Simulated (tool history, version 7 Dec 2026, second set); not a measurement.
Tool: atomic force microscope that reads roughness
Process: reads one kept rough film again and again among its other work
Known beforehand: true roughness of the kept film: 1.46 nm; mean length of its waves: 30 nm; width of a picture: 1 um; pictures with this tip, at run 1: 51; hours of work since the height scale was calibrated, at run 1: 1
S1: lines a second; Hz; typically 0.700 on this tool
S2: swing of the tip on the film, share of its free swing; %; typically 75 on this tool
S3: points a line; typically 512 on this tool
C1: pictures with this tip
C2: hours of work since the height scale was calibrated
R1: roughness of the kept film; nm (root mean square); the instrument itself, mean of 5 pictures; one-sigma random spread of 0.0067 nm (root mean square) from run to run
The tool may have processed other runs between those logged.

Run 1, day 0.000: usual settings; C1 51; C2 1. Result: R1 1.201 nm (root mean square).
At day 0.733: new tip fitted.
Run 2, day 2.658: usual settings but S1 1.976 Hz; C1 46; C2 28. Result: R1 1.135 nm (root mean square).
At day 3.579: new tip fitted.
Run 3, day 5.617: usual settings; C1 47; C2 57. Result: R1 1.186 nm (root mean square).
At day 6.404: new tip fitted.
Run 4, day 8.954: usual settings but S1 2.654 Hz; C1 60; C2 90. Result: R1 1.092 nm (root mean square).
At day 9.183: new tip fitted.
Run 5, day 10.525: usual settings but S1 2.654 Hz; C1 31; C2 106. Result: R1 1.169 nm (root mean square).
At day 12.088: new tip fitted.
Run 6, day 13.304: usual settings but S1 2.654 Hz; C1 29; C2 133. Result: R1 1.188 nm (root mean square).
At day 14.983: new tip fitted.
Run 7, day 15.233: usual settings but S1 2.654 Hz; C1 6; C2 152. Result: R1 1.238 nm (root mean square).
Run 8, day 16.846: usual settings but S1 2.654 Hz; C1 43; C2 169. Result: R1 1.144 nm (root mean square).
At day 17.788: new tip fitted.
Run 9, day 19.158: usual settings; C1 32; C2 192. Result: R1 1.236 nm (root mean square).
At day 20.692: new tip fitted.
Run 10, day 21.862: usual settings; C1 28; C2 218. Result: R1 1.269 nm (root mean square).
At day 23.529: new tip fitted.
Run 11, day 24.179: usual settings; C1 15; C2 241. Result: R1 1.288 nm (root mean square).
At day 26.454: new tip fitted.
Run 12, day 27.454: usual settings; C1 24; C2 274. Result: R1 1.270 nm (root mean square).
At day 29.242: new tip fitted.
Run 13, day 29.562: usual settings; C1 8; C2 295. Result: R1 1.311 nm (root mean square).
Run 14, day 31.804: usual settings; C1 60; C2 317. Result: R1 1.180 nm (root mean square).
At day 32.062: new tip fitted.
Run 15, day 33.808: usual settings; C1 40; C2 337. Result: R1 1.233 nm (root mean square).
At day 35.008: new tip fitted.
Run 16, day 36.133: usual settings; C1 26; C2 360. Result: R1 1.272 nm (root mean square).
At day 37.858: new tip fitted.
Run 17, day 38.183: usual settings but S2 63 %; C1 8; C2 381. Result: R1 1.335 nm (root mean square).
Run 18, day 40.088: usual settings but S3 262; C1 53; C2 400. Result: R1 1.164 nm (root mean square).
At day 40.725: new tip fitted.
Run 19, day 43.346: usual settings; C1 61; C2 432. Result: R1 1.185 nm (root mean square).
At day 43.658: new tip fitted.
Run 20, day 45.083: usual settings but S1 1.116 Hz, S3 288; C1 33; C2 449. Result: R1 1.211 nm (root mean square).
At day 45.438: height scale calibrated on a step standard.
At day 46.554: new tip fitted.
Run 21, day 48.062: usual settings but S1 1.116 Hz, S3 288; C1 35; C2 26. Result: R1 1.222 nm (root mean square).
At day 49.512: new tip fitted.
Run 22, day 50.367: usual settings but S1 0.817 Hz, S2 79 %, S3 942; C1 20; C2 49. Result: R1 1.290 nm (root mean square).
At day 52.479: new tip fitted.
Run 23, day 52.554: usual settings but S1 2.774 Hz, S2 79 %, S3 472; C1 2; C2 71. Result: R1 1.233 nm (root mean square).
Run 24, day 55.058: usual settings but S1 1.208 Hz, S2 70 %; C1 61; C2 96. Result: R1 1.179 nm (root mean square).
At day 55.262: new tip fitted.
Run 25, day 58.012: usual settings but S1 1.208 Hz, S2 70 %; C1 64; C2 125. Result: R1 1.171 nm (root mean square).
At day 58.258: new tip fitted.
Run 26, day 59.779: usual settings but S3 318; C1 35; C2 143. Result: R1 1.242 nm (root mean square).
At day 61.229: new tip fitted.
Run 27, day 62.529: usual settings but S1 0.771 Hz, S2 71 %, S3 449; C1 30; C2 170. Result: R1 1.253 nm (root mean square).
At day 64.062: new tip fitted.
At day 64.942: height scale calibrated on a step standard, once more.
Run 28, day 65.304: usual settings but S1 0.771 Hz, S2 71 %, S3 449; C1 28; C2 4. Result: R1 1.243 nm (root mean square).
At day 67.050: new tip fitted.
Run 29, day 68.262: usual settings but S1 0.722 Hz; C1 28; C2 33. Result: R1 1.241 nm (root mean square).
At day 70.008: new tip fitted.
Run 30, day 70.008: usual settings but S1 0.722 Hz; C1 0; C2 50. Result: R1 1.336 nm (root mean square).
Run 31, day 72.517: usual settings but S1 0.645 Hz, S3 402; C1 59; C2 75. Result: R1 1.172 nm (root mean square).
At day 72.858: new tip fitted.
Run 32, day 75.162: usual settings but S1 0.645 Hz, S3 402; C1 54; C2 102. Result: R1 1.201 nm (root mean square).
At day 75.771: new tip fitted.
Run 33, day 77.862: usual settings but S1 2.780 Hz, S2 69 %, S3 572; C1 49; C2 129. Result: R1 1.152 nm (root mean square).
At day 78.612: new tip fitted.
Run 34, day 80.529: usual settings but S1 2.780 Hz, S2 69 %, S3 572; C1 45; C2 155. Result: R1 1.182 nm (root mean square).
At day 81.612: new tip fitted.
Run 35, day 83.454: usual settings but S1 0.654 Hz, S2 59 %, S3 277; C1 43; C2 184. Result: R1 1.215 nm (root mean square).
At day 84.450: new tip fitted.
Run 36, day 86.692: usual settings but S1 0.796 Hz, S2 78 %, S3 309; C1 52; C2 216. Result: R1 1.158 nm (root mean square).
At day 87.446: new tip fitted.
Run 37, day 88.792: usual settings but S1 0.796 Hz, S2 78 %, S3 309; C1 32; C2 237. Result: R1 1.229 nm (root mean square).

What differs in the tool's unlogged condition from the final listed run ahead of each entry between runs to the first listed run following it?
Runs 1 to 2: new tip fitted (day 0.733)
  radius of the tip, nm: 29 -> 30.4; height scale over the true one, %: 0.13 -> 0.18
  measured minus no-state result, R1: -0.135 -> -0.137 nm (root mean square)
Runs 2 to 3: new tip fitted (day 3.579)
  radius of the tip, nm: 30.4 -> 29.9; height scale over the true one, %: 0.18 -> 0.23
  measured minus no-state result, R1: -0.137 -> -0.139 nm (root mean square)
Runs 3 to 4: new tip fitted (day 6.404)
  radius of the tip, nm: 29.9 -> 33.2; height scale over the true one, %: 0.23 -> 0.29
  measured minus no-state result, R1: -0.139 -> -0.150 nm (root mean square)
Runs 4 to 5: new tip fitted (day 9.183)
  radius of the tip, nm: 33.2 -> 21.9; height scale over the true one, %: 0.29 -> 0.32
  measured minus no-state result, R1: -0.150 -> -0.079 nm (root mean square)
Runs 5 to 6: new tip fitted (day 12.088)
  radius of the tip, nm: 21.9 -> 22.1; height scale over the true one, %: 0.32 -> 0.37
  measured minus no-state result, R1: -0.079 -> -0.081 nm (root mean square)
Runs 6 to 7: new tip fitted (day 14.983)
  radius of the tip, nm: 22.1 -> 13.3; height scale over the true one, %: 0.37 -> 0.41
  measured minus no-state result, R1: -0.081 -> -0.019 nm (root mean square)
Runs 8 to 9: new tip fitted (day 17.788)
  radius of the tip, nm: 27.2 -> 24.5; height scale over the true one, %: 0.44 -> 0.48
  measured minus no-state result, R1: -0.114 -> -0.101 nm (root mean square)
Runs 9 to 10: new tip fitted (day 20.692)
  radius of the tip, nm: 24.5 -> 21.1; height scale over the true one, %: 0.48 -> 0.53
  measured minus no-state result, R1: -0.101 -> -0.077 nm (root mean square)
Runs 10 to 11: new tip fitted (day 23.529)
  radius of the tip, nm: 21.1 -> 17.6; height scale over the true one, %: 0.53 -> 0.58
  measured minus no-state result, R1: -0.077 -> -0.051 nm (root mean square)
Runs 11 to 12: new tip fitted (day 26.454)
  radius of the tip, nm: 17.6 -> 19.5; height scale over the true one, %: 0.58 -> 0.64
  measured minus no-state result, R1: -0.051 -> -0.064 nm (root mean square)
Runs 12 to 13: new tip fitted (day 29.242)
  radius of the tip, nm: 19.5 -> 13.2; height scale over the true one, %: 0.64 -> 0.68
  measured minus no-state result, R1: -0.064 -> -0.017 nm (root mean square)
Runs 14 to 15: new tip fitted (day 32.062)
  radius of the tip, nm: 32.9 -> 23.7; height scale over the true one, %: 0.72 -> 0.76
  measured minus no-state result, R1: -0.152 -> -0.092 nm (root mean square)
Runs 15 to 16: new tip fitted (day 35.008)
  radius of the tip, nm: 23.7 -> 19.9; height scale over the true one, %: 0.76 -> 0.81
  measured minus no-state result, R1: -0.092 -> -0.064 nm (root mean square)
Runs 16 to 17: new tip fitted (day 37.858)
  radius of the tip, nm: 19.9 -> 14; height scale over the true one, %: 0.81 -> 0.85
  measured minus no-state result, R1: -0.064 -> -0.020 nm (root mean square)
Runs 18 to 19: new tip fitted (day 40.725)
  radius of the tip, nm: 33.3 -> 34.1; height scale over the true one, %: 0.89 -> 0.95
  measured minus no-state result, R1: -0.151 -> -0.159 nm (root mean square)
Runs 19 to 20: new tip fitted (day 43.658)
  radius of the tip, nm: 34.1 -> 23.3; height scale over the true one, %: 0.95 -> 0.98
  measured minus no-state result, R1: -0.159 -> -0.084 nm (root mean square)
Runs 20 to 21: height scale calibrated on a step standard (day 45.438); new tip fitted (day 46.554)
  radius of the tip, nm: 23.3 -> 23.9; height scale over the true one, %: 0.98 -> 1.66
  measured minus no-state result, R1: -0.084 -> -0.080 nm (root mean square)
Runs 21 to 22: new tip fitted (day 49.512)
  radius of the tip, nm: 23.9 -> 17.4; height scale over the true one, %: 1.66 -> 1.7
  measured minus no-state result, R1: -0.080 -> -0.035 nm (root mean square)
Runs 22 to 23: new tip fitted (day 52.479)
  radius of the tip, nm: 17.4 -> 11; height scale over the true one, %: 1.7 -> 1.75
  measured minus no-state result, R1: -0.035 -> +0.014 nm (root mean square)
Runs 24 to 25: new tip fitted (day 55.262)
  radius of the tip, nm: 33.6 -> 36.7; height scale over the true one, %: 1.79 -> 1.85
  measured minus no-state result, R1: -0.144 -> -0.163 nm (root mean square)
Runs 25 to 26: new tip fitted (day 58.258)
  radius of the tip, nm: 36.7 -> 24.1; height scale over the true one, %: 1.85 -> 1.88
  measured minus no-state result, R1: -0.163 -> -0.081 nm (root mean square)
Runs 26 to 27: new tip fitted (day 61.229)
  radius of the tip, nm: 24.1 -> 22.3; height scale over the true one, %: 1.88 -> 1.94
  measured minus no-state result, R1: -0.081 -> -0.067 nm (root mean square)
Runs 27 to 28: new tip fitted (day 64.062); height scale calibrated on a step standard, once more (day 64.942)
  radius of the tip, nm: 22.3 -> 21.5; height scale over the true one, %: 1.94 -> 0.04
  measured minus no-state result, R1: -0.067 -> -0.086 nm (root mean square)
Runs 28 to 29: new tip fitted (day 67.050)
  radius of the tip, nm: 21.5 -> 22.1; height scale over the true one, %: 0.04 -> 0.1
  measured minus no-state result, R1: -0.086 -> -0.088 nm (root mean square)
Runs 29 to 30: new tip fitted (day 70.008)
  radius of the tip, nm: 22.1 -> 10.1; height scale over the true one, %: 0.1 -> 0.13
  measured minus no-state result, R1: -0.088 -> +0.001 nm (root mean square)
Runs 31 to 32: new tip fitted (day 72.858)
  radius of the tip, nm: 33.5 -> 30.5; height scale over the true one, %: 0.18 -> 0.23
  measured minus no-state result, R1: -0.163 -> -0.144 nm (root mean square)
Runs 32 to 33: new tip fitted (day 75.771)
  radius of the tip, nm: 30.5 -> 29.3; height scale over the true one, %: 0.23 -> 0.28
  measured minus no-state result, R1: -0.144 -> -0.131 nm (root mean square)
Runs 33 to 34: new tip fitted (day 78.612)
  radius of the tip, nm: 29.3 -> 26.6; height scale over the true one, %: 0.28 -> 0.33
  measured minus no-state result, R1: -0.131 -> -0.113 nm (root mean square)
Runs 34 to 35: new tip fitted (day 81.612)
  radius of the tip, nm: 26.6 -> 27.6; height scale over the true one, %: 0.33 -> 0.39
  measured minus no-state result, R1: -0.113 -> -0.124 nm (root mean square)
Runs 35 to 36: new tip fitted (day 84.450)
  radius of the tip, nm: 27.6 -> 32.9; height scale over the true one, %: 0.39 -> 0.45
  measured minus no-state result, R1: -0.124 -> -0.154 nm (root mean square)
Runs 36 to 37: new tip fitted (day 87.446)
  radius of the tip, nm: 32.9 -> 22.9; height scale over the true one, %: 0.45 -> 0.49
  measured minus no-state result, R1: -0.154 -> -0.089 nm (root mean square)
